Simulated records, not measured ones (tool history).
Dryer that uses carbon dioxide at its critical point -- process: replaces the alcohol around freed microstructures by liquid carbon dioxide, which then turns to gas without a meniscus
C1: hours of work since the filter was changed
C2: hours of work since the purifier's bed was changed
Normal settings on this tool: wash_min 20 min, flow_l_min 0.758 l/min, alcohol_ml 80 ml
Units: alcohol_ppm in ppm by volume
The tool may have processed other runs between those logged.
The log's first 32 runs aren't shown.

run 33 hour=263.7 | wash_min=20 flow_l_min=0.758 alcohol_ml=24 | C1=25 C2=110 | alcohol_ppm=60
run 34 hour=270.4 | wash_min=20 flow_l_min=0.758 alcohol_ml=24 | C1=28 C2=113 | alcohol_ppm=56
run 35 hour=276.5 | wash_min=20 flow_l_min=0.758 alcohol_ml=115 | C1=30 C2=115 | alcohol_ppm=182
run 36 hour=285.7 | wash_min=20 flow_l_min=0.758 alcohol_ml=115 | C1=34 C2=118 | alcohol_ppm=186
run 37 hour=295.1 | wash_min=20 flow_l_min=0.758 alcohol_ml=115 | C1=37 C2=122 | alcohol_ppm=199
run 38 hour=301.5 | wash_min=20 flow_l_min=0.9 alcohol_ml=47 | C1=40 C2=124 | alcohol_ppm=46
run 39 hour=313.4 | wash_min=20 flow_l_min=0.9 alcohol_ml=55 | C1=44 C2=129 | alcohol_ppm=58
run 40 hour=318.9 | wash_min=20 flow_l_min=1.116 alcohol_ml=103 | C1=46 C2=131 | alcohol_ppm=30
run 41 hour=330.1 | wash_min=17 flow_l_min=0.766 alcohol_ml=26 | C1=51 C2=135 | alcohol_ppm=121

What if the next run were any one of these 5? Each begins from the tool's condition after run 41:
run A hour=340.8 | wash_min=24 flow_l_min=0.461 alcohol_ml=26 | C1=55 C2=139 | alcohol_ppm=?
run B hour=340.8 | wash_min=23 flow_l_min=0.811 alcohol_ml=26 | C1=55 C2=139 | alcohol_ppm=?
run C hour=340.8 | wash_min=17 flow_l_min=0.766 alcohol_ml=26 | C1=55 C2=139 | alcohol_ppm=?
run D hour=340.8 | wash_min=31 flow_l_min=0.995 alcohol_ml=23 | C1=55 C2=139 | alcohol_ppm=?
run E hour=340.8 | wash_min=17 flow_l_min=0.766 alcohol_ml=85 | C1=55 C2=139 | alcohol_ppm=?

run=A alcohol_ppm=241
run=B alcohol_ppm=38
run=C alcohol_ppm=121
run=D alcohol_ppm=38
run=E alcohol_ppm=320
Stripped of hidden state, with their random variation kept, the same runs would have yielded:
run=A alcohol_ppm=186
run=B alcohol_ppm=9
run=C alcohol_ppm=80
run=D alcohol_ppm=11
run=E alcohol_ppm=248
